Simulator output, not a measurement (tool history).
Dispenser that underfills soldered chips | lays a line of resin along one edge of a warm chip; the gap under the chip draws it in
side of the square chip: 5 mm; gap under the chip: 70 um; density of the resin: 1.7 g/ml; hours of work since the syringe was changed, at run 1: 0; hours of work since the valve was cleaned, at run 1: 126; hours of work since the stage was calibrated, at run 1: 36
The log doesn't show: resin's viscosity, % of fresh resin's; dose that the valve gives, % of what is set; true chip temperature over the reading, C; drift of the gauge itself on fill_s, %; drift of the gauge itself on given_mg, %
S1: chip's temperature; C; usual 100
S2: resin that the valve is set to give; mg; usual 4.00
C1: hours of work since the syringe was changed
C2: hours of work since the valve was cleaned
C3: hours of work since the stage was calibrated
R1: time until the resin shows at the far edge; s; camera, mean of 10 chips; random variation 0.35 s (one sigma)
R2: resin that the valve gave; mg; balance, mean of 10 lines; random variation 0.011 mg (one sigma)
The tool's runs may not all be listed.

run,hour,S1,S2,C1,C2,C3,R1,R2
1,0.0,100,4.00,0,126,36,20.4,3.74
# hour 1.7: dispensing valve cleaned and set on the balance
2,5.4,100,4.00,3,2,39,24.2,3.99
3,9.6,100,4.00,6,5,42,28.7,3.97
4,11.7,105,4.00,7,7,44,25.9,3.97
5,13.7,105,4.00,9,8,45,28.8,3.97
6,18.0,100,4.00,11,11,48,43.0,3.98
# hour 19.0: new syringe of resin
7,21.5,100,4.26,2,13,50,21.3,4.22
8,24.4,110,4.26,4,15,52,16.6,4.20
9,27.5,110,4.26,6,17,54,19.3,4.20
10,30.8,110,4.26,8,19,56,22.0,4.19
11,34.3,100,3.72,10,22,59,38.6,3.67
# hour 36.9: new syringe of resin
12,37.1,100,3.88,0,23,60,19.6,3.84
13,39.5,100,4.45,2,25,62,20.3,4.36
14,43.9,100,4.00,5,28,65,26.3,3.93
15,45.9,88,4.05,6,29,66,48.0,3.99
16,48.3,105,4.05,8,31,68,26.8,3.98
17,50.8,111,4.54,9,33,70,23.7,4.45
18,53.3,91,3.52,11,34,71,61.2,3.45
# hour 54.9: new syringe of resin
19,55.4,114,4.10,0,35,72,11.5,4.01
20,57.4,114,4.10,2,37,74,12.2,4.03
21,60.7,104,4.95,4,39,76,21.0,4.86
22,63.5,93,4.43,6,41,78,37.6,4.35
23,66.6,105,5.06,8,43,80,26.7,4.94
24,70.3,104,3.59,10,45,82,34.8,3.52
# hour 72.7: new syringe of resin
25,73.7,102,4.30,1,48,85,18.4,4.20
26,77.5,102,4.30,3,50,87,22.2,4.17
27,79.6,102,4.30,5,52,89,24.4,4.19
28,82.1,102,4.30,6,53,90,26.9,4.17

3 ways to go on from here, each from the tool as it stands after run 28. What would each give?
A,84.3,102,4.30,8,55,92,?,?
B,84.3,106,5.12,8,55,92,?,?
C,84.3,112,4.19,8,55,92,?,?

run,R1,R2
A,29.6,4.17
B,24.1,4.98
C,20.5,4.07
Without the tool's hidden state the same runs would have given:
run,R1,R2
A,16.9,4.29
B,13.6,5.13
C,11.8,4.19
